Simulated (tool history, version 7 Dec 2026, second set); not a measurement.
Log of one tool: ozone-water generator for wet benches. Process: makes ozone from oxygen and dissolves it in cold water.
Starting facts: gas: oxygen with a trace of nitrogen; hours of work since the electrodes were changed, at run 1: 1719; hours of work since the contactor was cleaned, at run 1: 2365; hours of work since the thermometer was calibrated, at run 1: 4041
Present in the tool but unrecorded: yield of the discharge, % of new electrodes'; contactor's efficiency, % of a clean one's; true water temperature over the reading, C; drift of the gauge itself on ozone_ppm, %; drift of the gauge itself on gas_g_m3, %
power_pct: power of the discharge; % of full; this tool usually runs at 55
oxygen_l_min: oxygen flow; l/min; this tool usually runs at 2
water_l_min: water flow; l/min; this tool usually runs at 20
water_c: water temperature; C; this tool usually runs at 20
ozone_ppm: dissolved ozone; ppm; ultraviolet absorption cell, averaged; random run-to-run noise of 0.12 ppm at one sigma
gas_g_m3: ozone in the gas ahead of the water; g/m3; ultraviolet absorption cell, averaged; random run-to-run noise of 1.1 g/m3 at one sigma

run,hour,power_pct,oxygen_l_min,water_l_min,water_c,hours of work since the electrodes were changed,hours of work since the contactor was cleaned,hours of work since the thermometer was calibrated,ozone_ppm,gas_g_m3
1,0,55,2,20,20,1719,2365,4041,9.5,203.1
2,25.2,55,2,20,20,1741,2388,4064,9.6,200.7
3,78.1,55,2,20,20,1789,2436,4112,9.4,200.5
4,112.1,55,2,20,20,1820,2467,4143,9.3,200.8
5,154.1,55,2,20,20,1858,2505,4181,9.4,200.6
6,207.8,55,2,20,20,1907,2554,4230,9.5,200.7
7,251.4,55,2,20,20,1946,2593,4269,9.6,199.3
8,276.5,55,2,20,20,1969,2616,4292,9.6,202
9,314.3,55,2,21,20,2003,2650,4326,9.1,198.9
10,356.6,55,2,20,20,2042,2688,4364,9.4,198.5
11,395.4,55,2,20,20,2077,2723,4400,9.5,199.4
12,427.9,55,2,20,20,2106,2753,4429,9.5,198.3
13,476.4,55,2,20,20,2150,2797,4473,9.5,199.2
14,509.9,55,1.05,26,20,2180,2827,4503,5.6,272.7
15,549,55,2,21,13,2216,2863,4539,9.4,200.3
16,578.6,55,2,20,26,2243,2889,4565,8.8,197.9
17,601.4,55,3.32,20,26,2263,2910,4586,9.7,154.8
18,639,94,2,17,20,2297,2944,4620,16,275.6
19,667.1,85,2,16,20,2323,2970,4646,16,260.3
20,705.4,85,2,16,20,2357,3004,4680,16.3,259.3
21,741.7,85,2,16,16,2390,3037,4713,16.5,260.9

Run 22, settings as shown, results not yet in. Your forecast:
22,777,85,1.52,26,16,2422,3069,4745,?,?

{"run 22": {"ozone_ppm": 8.5, "gas_g_m3": 297.2}}
Without the tool's hidden state the same run would have given ozone_ppm 8.5 ppm, gas_g_m3 303.9 g/m3.
